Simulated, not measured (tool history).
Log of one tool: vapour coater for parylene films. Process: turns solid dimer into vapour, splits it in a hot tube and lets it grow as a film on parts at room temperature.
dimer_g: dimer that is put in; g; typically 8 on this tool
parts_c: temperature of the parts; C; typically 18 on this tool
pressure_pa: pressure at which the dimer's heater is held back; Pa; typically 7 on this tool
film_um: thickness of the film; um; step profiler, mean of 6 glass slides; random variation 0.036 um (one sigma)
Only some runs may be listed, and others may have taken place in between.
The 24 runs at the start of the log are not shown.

run,hour,dimer_g,parts_c,pressure_pa,hours of work since the trap's valve was overhauled,hours of work since the table's thermometer was calibrated,film_um
25,484.7,7,18,5.3,200,40,3.26
26,503.4,7,18,5.3,214,54,3.25
27,530.6,8,18,5.3,233,73,3.69
28,552.2,12,23,2.24,249,89,5.56
29,579.6,12,23,2.24,269,109,5.42
30,609.8,4,12,2.24,291,131,2.57
31,633.5,4,18,8.94,308,148,1.61
32,657.4,5,18,6.9,325,165,2.19
33,675.4,5,18,6.9,338,178,2.13
34,701,5,18,6.9,357,197,2.19
35,719.3,5,18,6.9,370,210,2.16
36,747.3,3,18,2.06,391,231,1.61
37,767.4,3,18,2.06,405,245,1.57
38,796.3,5,14,2.4,426,266,2.92
39,822.5,5,14,2.4,445,285,2.88
40,847.2,8,25,10.64,463,303,2.5
41,861,8,25,10.64,473,313,2.41
42,887.8,7,21,4.81,492,332,2.78
43,907.8,3,19,2.66,507,347,1.43
44,921.9,3,19,2.66,517,357,1.42
45,951.6,6,11,2.66,539,379,3.72
# hour 971.1: trap's valve overhauled
46,983.6,3,20,2.59,9,399,1.57
47,1013.3,5,18,2.71,31,421,2.79
48,1038,6,12,5.85,49,438,3.53

Predict each of these 3 candidate next runs independently; none follows another, all start after run 48:
A,1055.1,11,17,3.99,61,451,?
B,1055.1,3,12,5.85,61,451,?
C,1055.1,8,12,7.76,61,451,?

run,film_um
A,5.84
B,1.76
C,4.41
Without the tool's hidden state the same runs would have given:
run,film_um
A,5.87
B,1.77
C,4.43
